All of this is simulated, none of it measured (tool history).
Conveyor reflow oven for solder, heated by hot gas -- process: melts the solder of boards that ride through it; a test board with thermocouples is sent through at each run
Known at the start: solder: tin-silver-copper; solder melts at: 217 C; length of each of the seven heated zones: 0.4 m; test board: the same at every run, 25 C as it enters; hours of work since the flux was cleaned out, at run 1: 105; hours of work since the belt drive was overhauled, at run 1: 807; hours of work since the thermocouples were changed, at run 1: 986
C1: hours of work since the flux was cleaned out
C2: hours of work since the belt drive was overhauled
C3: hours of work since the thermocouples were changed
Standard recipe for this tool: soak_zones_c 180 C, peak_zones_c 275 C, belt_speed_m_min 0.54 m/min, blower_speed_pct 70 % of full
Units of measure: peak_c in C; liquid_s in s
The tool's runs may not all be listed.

Run 1, day 0: usual settings; C1 105; C2 807; C3 986. Result: peak_c 268.6 C, liquid_s 82.7 s.
Run 2, day 0.979: usual settings; C1 119; C2 822; C3 1000. Result: peak_c 268.6 C, liquid_s 82.9 s.
Run 3, day 2.038: usual settings; C1 135; C2 838; C3 1016. Result: peak_c 268.5 C, liquid_s 82.1 s.
Run 4, day 2.829: usual settings; C1 147; C2 850; C3 1028. Result: peak_c 268.3 C, liquid_s 82.4 s.
Run 5, day 3.475: usual settings but soak_zones_c 178 C; C1 156; C2 859; C3 1038. Result: peak_c 269.2 C, liquid_s 81.7 s.
At day 4.317: thermocouples of zones 6 and 7 changed.
Run 6, day 4.371: usual settings; C1 169; C2 871; C3 1. Result: peak_c 266.8 C, liquid_s 81.4 s.
Run 7, day 5.133: usual settings; C1 180; C2 883; C3 12. Result: peak_c 267.1 C, liquid_s 81.7 s.
Run 8, day 5.854: usual settings; C1 191; C2 894; C3 23. Result: peak_c 266.3 C, liquid_s 81.8 s.
Run 9, day 6.488: usual settings but peak_zones_c 283 C; C1 200; C2 903; C3 32. Result: peak_c 274.5 C, liquid_s 85.7 s.
Run 10, day 7.292: usual settings but peak_zones_c 283 C; C1 212; C2 915; C3 44. Result: peak_c 275 C, liquid_s 85.4 s.
Run 11, day 8.529: usual settings but soak_zones_c 185 C, peak_zones_c 277 C, belt_speed_m_min 0.486 m/min, blower_speed_pct 54 % of full; C1 231; C2 934; C3 63. Result: peak_c 269.7 C, liquid_s 94.3 s.
Run 12, day 9.196: usual settings but soak_zones_c 185 C, peak_zones_c 277 C, belt_speed_m_min 0.486 m/min, blower_speed_pct 54 % of full; C1 241; C2 943; C3 73. Result: peak_c 269.7 C, liquid_s 95.4 s.
At day 9.467: flux residue cleaned out of gas plates and filters.
Run 13, day 10.712: usual settings but soak_zones_c 185 C, peak_zones_c 273 C, belt_speed_m_min 0.486 m/min, blower_speed_pct 54 % of full; C1 19; C2 963; C3 92. Result: peak_c 265.4 C, liquid_s 92.5 s.
Run 14, day 11.833: usual settings but soak_zones_c 185 C, peak_zones_c 273 C, belt_speed_m_min 0.486 m/min, blower_speed_pct 54 % of full; C1 35; C2 980; C3 109. Result: peak_c 265.3 C, liquid_s 92.2 s.

Predict the results of run 15:
Run 15, day 12.9: usual settings but blower_speed_pct 59 % of full; C1 51; C2 996; C3 125. Result: peak_c ?, liquid_s ?.

{"run 15": {"peak_c": 264.6, "liquid_s": 80.1}}
Had the tool carried no hidden state, the very same run would have given peak_c 266.3 C, liquid_s 79.9 s.

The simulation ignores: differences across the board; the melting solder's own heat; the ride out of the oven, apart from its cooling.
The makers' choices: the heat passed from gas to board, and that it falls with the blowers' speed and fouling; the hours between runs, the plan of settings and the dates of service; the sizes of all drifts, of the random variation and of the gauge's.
